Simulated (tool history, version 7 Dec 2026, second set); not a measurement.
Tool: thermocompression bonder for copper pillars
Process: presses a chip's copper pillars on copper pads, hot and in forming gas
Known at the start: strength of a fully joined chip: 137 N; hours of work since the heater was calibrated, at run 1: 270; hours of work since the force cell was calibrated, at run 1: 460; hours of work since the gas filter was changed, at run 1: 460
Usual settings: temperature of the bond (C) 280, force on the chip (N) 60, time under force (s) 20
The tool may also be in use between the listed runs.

| run | hour | temperature of the bond (C) | force on the chip (N) | time under force (s) | hours of work since the heater was calibrated | hours of work since the force cell was calibrated | hours of work since the gas filter was changed | force that shears a chip off (N) |
|---|---|---|---|---|---|---|---|---|
| 1 | 0.0 | 280 | 60 | 20 | 270 | 460 | 460 | 51.1 |
| 2 | 28.1 | 280 | 60 | 20 | 286 | 475 | 475 | 50.6 |
|  | 32.5 | forming gas filter changed |
| 3 | 53.2 | 280 | 60 | 20 | 299 | 489 | 11 | 55.7 |
| 4 | 68.7 | 280 | 60 | 20 | 308 | 498 | 20 | 55.8 |
| 5 | 88.9 | 280 | 60 | 20 | 319 | 509 | 31 | 54.4 |
| 6 | 110.0 | 280 | 60 | 20 | 331 | 520 | 43 | 55.2 |
| 7 | 123.1 | 280 | 60 | 20 | 338 | 528 | 50 | 55.3 |
| 8 | 144.7 | 280 | 71 | 20 | 350 | 540 | 62 | 62.6 |
| 9 | 163.2 | 280 | 51 | 11 | 360 | 550 | 72 | 36.1 |
|  | 166.0 | force cell calibrated |
| 10 | 193.2 | 280 | 51 | 11 | 376 | 15 | 88 | 34.9 |
| 11 | 214.9 | 280 | 51 | 11 | 388 | 27 | 100 | 36.7 |
| 12 | 238.3 | 280 | 51 | 43 | 401 | 40 | 113 | 61.3 |
| 13 | 253.4 | 266 | 52 | 43 | 409 | 48 | 121 | 49.6 |
| 14 | 279.7 | 266 | 52 | 43 | 424 | 63 | 136 | 49.2 |
| 15 | 295.6 | 266 | 52 | 43 | 433 | 72 | 145 | 49.2 |

Measured less the same run without the tool's hidden state. The same run-to-run variation is in both; the gauge's scatter may not be:
The hidden state here: true temperature of the bond over the reading, C; force that reaches the chip, % of what is set; oxide that the forming gas leaves, % of the face; drift of the gauge itself on shear_n, %.
| run | force that shears a chip off (N) |
|---|---|
| 1 | -10.0 |
| 2 | -10.4 |
| 3 | -4.3 |
| 4 | -4.6 |
| 5 | -4.8 |
| 6 | -5.0 |
| 7 | -5.2 |
| 8 | -6.0 |
| 9 | -4.3 |
| 10 | -4.8 |
| 11 | -5.2 |
| 12 | -7.9 |
| 13 | -7.2 |
| 14 | -7.6 |
| 15 | -7.9 |
